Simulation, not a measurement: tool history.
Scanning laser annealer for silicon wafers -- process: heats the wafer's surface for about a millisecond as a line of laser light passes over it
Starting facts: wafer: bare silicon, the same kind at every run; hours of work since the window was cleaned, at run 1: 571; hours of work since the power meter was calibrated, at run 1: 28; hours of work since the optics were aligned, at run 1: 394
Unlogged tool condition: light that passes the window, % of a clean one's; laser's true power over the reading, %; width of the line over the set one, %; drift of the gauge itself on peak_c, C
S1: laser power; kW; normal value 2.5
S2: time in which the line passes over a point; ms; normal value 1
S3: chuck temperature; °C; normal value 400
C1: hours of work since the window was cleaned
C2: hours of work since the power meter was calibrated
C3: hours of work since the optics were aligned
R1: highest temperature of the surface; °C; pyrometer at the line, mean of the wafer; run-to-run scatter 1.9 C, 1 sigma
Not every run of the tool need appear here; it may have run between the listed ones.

| run | day | S1 | S2 | S3 | C1 | C2 | C3 | R1 |
|---|---|---|---|---|---|---|---|---|
| 1 | 0 | 2.5 | 1 | 400 | 571 | 28 | 394 | 1120 |
| 2 | 0.888 | 2.5 | 1 | 400 | 585 | 42 | 408 | 1117 |
| 3 | 1.525 | 2.5 | 1 | 400 | 595 | 52 | 418 | 1116 |
| 4 | 2.029 | 2.5 | 1 | 400 | 603 | 60 | 426 | 1118 |
| 5 | 2.917 | 2.5 | 1 | 400 | 617 | 74 | 440 | 1112 |
| 6 | 3.729 | 2.5 | 1 | 400 | 630 | 87 | 453 | 1115 |
| 7 | 4.604 | 2.728 | 1 | 400 | 643 | 101 | 467 | 1188 |
| 8 | 5.371 | 2.5 | 0.9 | 400 | 656 | 113 | 479 | 1080 |
| 9 | 5.917 | 2.5 | 0.8 | 400 | 664 | 122 | 488 | 1037 |
| 10 | 6.433 | 2.5 | 1 | 400 | 672 | 130 | 496 | 1113 |
| 11 | 6.829 | 2.5 | 1 | 400 | 679 | 136 | 502 | 1110 |
| 12 | 7.271 | 2.5 | 1 | 400 | 685 | 143 | 509 | 1107 |
| 13 | 7.804 | 2.5 | 1 | 400 | 694 | 151 | 517 | 1110 |
| 14 | 8.454 | 2.615 | 1 | 400 | 704 | 162 | 528 | 1143 |
| 15 | 9.292 | 2.475 | 1 | 400 | 717 | 175 | 541 | 1098 |
| 16 | 9.846 | 2.475 | 1 | 400 | 726 | 184 | 549 | 1096 |
| 17 | 10.592 | 2.475 | 1 | 400 | 738 | 195 | 561 | 1099 |
| 18 | 11.112 | 2.475 | 1 | 400 | 746 | 204 | 569 | 1099 |
| 19 | 11.583 | 2.5 | 1 | 412 | 753 | 211 | 577 | 1118 |
| 20 | 12.217 | 2.5 | 1 | 412 | 763 | 221 | 587 | 1120 |
| 21 | 13.067 | 2.5 | 1 | 412 | 777 | 234 | 600 | 1112 |
| 22 | 13.675 | 2.5 | 1.23 | 419 | 786 | 244 | 610 | 1197 |
| 23 | 14.142 | 2.5 | 1.23 | 419 | 794 | 251 | 617 | 1197 |
| 24 | 14.921 | 2.58 | 1 | 397 | 806 | 264 | 630 | 1125 |
| 25 | 15.6 | 2.737 | 1.17 | 397 | 817 | 274 | 640 | 1237 |
| 26 | 16.012 | 2.292 | 0.87 | 388 | 823 | 281 | 647 | 981 |
| 27 | 16.508 | 2.451 | 1.06 | 407 | 831 | 289 | 654 | 1111 |
| 28 | 17.338 | 2.451 | 1.06 | 407 | 844 | 302 | 668 | 1107 |
| 29 | 18.075 | 2.451 | 0.84 | 382 | 856 | 313 | 679 | 1008 |
| 30 | 18.546 | 2.286 | 1 | 400 | 863 | 321 | 687 | 1029 |
| 31 | 19.133 | 2.58 | 0.9 | 405 | 872 | 330 | 696 | 1090 |

A few steps of R1 between consecutive runs. Split each: what settings, incoming material and random variation would produce without the hidden state, and what is left over for the hidden state, along with gauge scatter present in only one of the two compared results (measured, and without hidden state):
Run 24 -> 25: S1 2.58 -> 2.737, S2 1 -> 1.17. R1 +112 °C: hidden state -11, all else +123.
Run 25 -> 26: S1 2.737 -> 2.292, S2 1.17 -> 0.87, S3 397 -> 388. R1 -256 °C: hidden state +21, all else -277.
Run 26 -> 27: S1 2.292 -> 2.451, S2 0.87 -> 1.06, S3 388 -> 407. R1 +130 °C: hidden state -10, all else +140.
